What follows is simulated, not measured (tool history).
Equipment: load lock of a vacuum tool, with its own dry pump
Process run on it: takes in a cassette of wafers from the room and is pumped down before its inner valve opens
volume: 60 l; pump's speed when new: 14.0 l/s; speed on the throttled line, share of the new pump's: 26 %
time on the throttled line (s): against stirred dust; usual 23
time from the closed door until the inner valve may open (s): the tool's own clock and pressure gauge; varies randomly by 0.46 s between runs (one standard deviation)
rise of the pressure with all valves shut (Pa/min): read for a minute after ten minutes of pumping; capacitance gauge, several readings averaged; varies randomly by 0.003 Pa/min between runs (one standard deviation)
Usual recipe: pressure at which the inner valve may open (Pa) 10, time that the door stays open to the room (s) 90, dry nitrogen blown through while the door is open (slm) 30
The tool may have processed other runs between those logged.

run    hour  time on the throttled line (s)  pressure at which the inner valve may open (Pa)  time that the door stays open to the room (s)  dry nitrogen blown through while the door is open (slm)  incoming humidity of the room's air, %  time from the closed door until the inner valve may open (s)  rise of the pressure with all valves shut (Pa/min)
  1     0.0                              23                                               10                                             90                                                       30                                    47.2                                                          57.3                                               0.611
  2    66.0                              23                                               10                                             90                                                        5                                    47.6                                                          58.1                                               0.627
  3   139.8                              23                                               13                                             90                                                        5                                    48.8                                                          56.6                                               0.635
      151.3  -- door's seal changed, seat wiped
  4   210.0                              23                                               13                                             90                                                        5                                    46.6                                                          56.5                                               0.040
  5   339.9                              23                                               13                                             90                                                        5                                    42.1                                                          56.3                                               0.037
  6   464.2                              23                                               12                                             90                                                       30                                    46.9                                                          57.0                                               0.027
  7   590.7                              23                                               10                                             90                                                       30                                    45.0                                                          58.1                                               0.029
  8   716.5                              23                                               10                                             90                                                       30                                    45.2                                                          57.6                                               0.028
  9   839.7                              23                                               10                                             90                                                       30                                    42.6                                                          57.4                                               0.041
 10   964.2                              23                                               10                                             90                                                       30                                    44.7                                                          58.1                                               0.040
 11  1068.5                              23                                               10                                             28                                                       30                                    47.5                                                          58.0                                               0.035
 12  1146.7                              23                                               10                                             28                                                       30                                    44.9                                                          58.7                                               0.036
 13  1235.5                              23                                               10                                             90                                                       13                                    43.6                                                          57.7                                               0.057
 14  1305.6                              23                                               10                                             90                                                        6                                    43.2                                                          57.9                                               0.065
 15  1423.9                              23                                               15                                             90                                                       30                                    46.2                                                          55.7                                               0.057
 16  1511.1                              23                                               15                                             90                                                       30                                    48.4                                                          56.6                                               0.058
 17  1608.1                              21                                               10                                             90                                                       30                                    44.8                                                          55.9                                               0.058
 18  1709.5                              23                                               10                                             90                                                        7                                    45.2                                                          57.5                                               0.079
 19  1794.0                              23                                               10                                             90                                                       20                                    46.0                                                          57.8                                               0.070
 20  1854.2                              30                                               10                                            113                                                       12                                    45.5                                                          63.3                                               0.081
 21  1966.2                              23                                                8                                             90                                                       30                                    45.0                                                          59.0                                               0.071
 22  2067.3                              23                                               12                                             90                                                       11                                    46.0                                                          57.3                                               0.084
 23  2183.7                              18                                               10                                             90                                                       14                                    48.9                                                          54.7                                               0.089
 24  2260.3                              33                                               10                                            144                                                       14                                    47.0                                                          64.8                                               0.098
 25  2337.8                              33                                               10                                            122                                                        5                                    43.6                                                          65.6                                               0.107
 26  2445.5                              33                                               10                                            122                                                        5                                    45.2                                                          65.7                                               0.121
 27  2563.8                              22                                               19                                            152                                                        9                                    46.8                                                          54.6                                               0.122
 28  2672.5                              22                                               19                                            152                                                        9                                    50.0                                                          54.3                                               0.133
 29  2793.0                              22                                               19                                            152                                                        9                                    46.2                                                          54.0                                               0.127
 30  2923.6                              41                                               10                                             90                                                       40                                    44.3                                                          71.0                                               0.107
 31  3045.5                              41                                               10                                             90                                                       40                                    46.4                                                          72.1                                               0.108
 32  3131.9                              13                                               10                                             90                                                       30                                    44.0                                                          51.4                                               0.117
 33  3224.7                              23                                                9                                             90                                                       24                                    46.8                                                          59.6                                               0.130
 34  3313.7                              40                                                9                                             68                                                       30                                    42.3                                                          72.0                                               0.119
 35  3370.4                              23                                               10                                            227                                                       30                                    45.1                                                          58.3                                               0.146
 36  3433.9                              18                                               13                                             36                                                       30                                    41.9                                                          53.8                                               0.126

Each row is a separate what-if for the run after 36, all from the same tool condition, not one after another. Results?
  A  3544.1                              18                                               13                                             36                                                        6                                    45.0                                                             ?                                                   ?
  B  3544.1                              21                                               13                                             36                                                       30                                    48.0                                                             ?                                                   ?
  C  3544.1                              18                                               13                                             77                                                       30                                    45.2                                                             ?                                                   ?
  D  3544.1                              23                                               11                                             90                                                       30                                    44.8                                                             ?                                                   ?

run  time from the closed door until the inner valve may open (s)  rise of the pressure with all valves shut (Pa/min)
  A                                                          54.6                                               0.143
  B                                                          56.1                                               0.133
  C                                                          53.1                                               0.129
  D                                                          58.2                                               0.133
Without the tool's hidden state the same runs would have given:
run  time from the closed door until the inner valve may open (s)  rise of the pressure with all valves shut (Pa/min)
  A                                                          53.1                                               0.024
  B                                                          54.7                                               0.015
  C                                                          51.6                                               0.012
  D                                                          56.8                                               0.015

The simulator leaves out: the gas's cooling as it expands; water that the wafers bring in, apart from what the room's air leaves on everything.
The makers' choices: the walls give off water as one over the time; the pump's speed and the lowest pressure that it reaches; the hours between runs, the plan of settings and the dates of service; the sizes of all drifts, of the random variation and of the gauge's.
